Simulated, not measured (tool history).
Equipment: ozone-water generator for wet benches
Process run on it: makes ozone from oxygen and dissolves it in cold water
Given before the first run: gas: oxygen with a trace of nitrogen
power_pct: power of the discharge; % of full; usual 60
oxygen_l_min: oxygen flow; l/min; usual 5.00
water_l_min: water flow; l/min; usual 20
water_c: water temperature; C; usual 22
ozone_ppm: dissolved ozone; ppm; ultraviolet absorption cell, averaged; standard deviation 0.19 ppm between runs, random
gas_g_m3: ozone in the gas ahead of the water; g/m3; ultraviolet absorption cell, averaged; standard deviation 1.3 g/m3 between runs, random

run 1 hour=0.0 | power_pct=60 oxygen_l_min=5.00 water_l_min=20 water_c=22 | ozone_ppm=24.3 gas_g_m3=231.5
run 2 hour=104.8 | power_pct=60 oxygen_l_min=5.00 water_l_min=20 water_c=22 | ozone_ppm=24.8 gas_g_m3=231.6
run 3 hour=286.9 | power_pct=60 oxygen_l_min=5.00 water_l_min=20 water_c=22 | ozone_ppm=24.4 gas_g_m3=232.4
run 4 hour=422.0 | power_pct=60 oxygen_l_min=5.00 water_l_min=20 water_c=22 | ozone_ppm=24.4 gas_g_m3=230.1
run 5 hour=590.6 | power_pct=60 oxygen_l_min=5.00 water_l_min=20 water_c=22 | ozone_ppm=24.7 gas_g_m3=230.7
run 6 hour=738.7 | power_pct=60 oxygen_l_min=5.00 water_l_min=20 water_c=22 | ozone_ppm=24.3 gas_g_m3=228.5
run 7 hour=932.2 | power_pct=60 oxygen_l_min=5.00 water_l_min=20 water_c=22 | ozone_ppm=24.0 gas_g_m3=230.0
run 8 hour=1101.5 | power_pct=60 oxygen_l_min=5.00 water_l_min=20 water_c=22 | ozone_ppm=24.0 gas_g_m3=227.9
run 9 hour=1203.8 | power_pct=60 oxygen_l_min=5.00 water_l_min=20 water_c=22 | ozone_ppm=24.4 gas_g_m3=228.0
-- hour=1221.6 water thermometer calibrated
run 10 hour=1401.4 | power_pct=55 oxygen_l_min=4.05 water_l_min=15 water_c=20 | ozone_ppm=29.7 gas_g_m3=242.4
run 11 hour=1573.9 | power_pct=55 oxygen_l_min=4.05 water_l_min=15 water_c=20 | ozone_ppm=29.7 gas_g_m3=242.9
run 12 hour=1673.0 | power_pct=55 oxygen_l_min=4.05 water_l_min=28 water_c=16 | ozone_ppm=17.8 gas_g_m3=241.9
run 13 hour=1774.2 | power_pct=78 oxygen_l_min=3.40 water_l_min=28 water_c=16 | ozone_ppm=22.9 gas_g_m3=347.7
run 14 hour=1915.0 | power_pct=60 oxygen_l_min=6.21 water_l_min=20 water_c=20 | ozone_ppm=23.9 gas_g_m3=197.2
run 15 hour=2023.5 | power_pct=60 oxygen_l_min=6.21 water_l_min=20 water_c=20 | ozone_ppm=23.5 gas_g_m3=197.0
-- hour=2085.4 water thermometer calibrated, once more
run 16 hour=2182.0 | power_pct=72 oxygen_l_min=4.36 water_l_min=20 water_c=20 | ozone_ppm=27.9 gas_g_m3=282.2
run 17 hour=2329.2 | power_pct=85 oxygen_l_min=8.00 water_l_min=20 water_c=17 | ozone_ppm=31.1 gas_g_m3=215.3

Consider 4 possible next runs. They are alternatives, not a sequence: every one starts from the tool as it was left by run 17. What does each give?
run A hour=2435.3 | power_pct=60 oxygen_l_min=5.00 water_l_min=17 water_c=22 | ozone_ppm=? gas_g_m3=?
run B hour=2435.3 | power_pct=89 oxygen_l_min=3.45 water_l_min=20 water_c=29 | ozone_ppm=? gas_g_m3=?
run C hour=2435.3 | power_pct=48 oxygen_l_min=5.89 water_l_min=20 water_c=17 | ozone_ppm=? gas_g_m3=?
run D hour=2435.3 | power_pct=55 oxygen_l_min=5.05 water_l_min=20 water_c=16 | ozone_ppm=? gas_g_m3=?

run=A ozone_ppm=26.9 gas_g_m3=222.5
run=B ozone_ppm=29.5 gas_g_m3=378.9
run=C ozone_ppm=21.3 gas_g_m3=172.0
run=D ozone_ppm=24.4 gas_g_m3=211.4
Had the tool no hidden state, the same runs would have come out as:
run=A ozone_ppm=29.8 gas_g_m3=240.9
run=B ozone_ppm=33.7 gas_g_m3=421.4
run=C ozone_ppm=23.3 gas_g_m3=183.4
run=D ozone_ppm=27.0 gas_g_m3=227.5
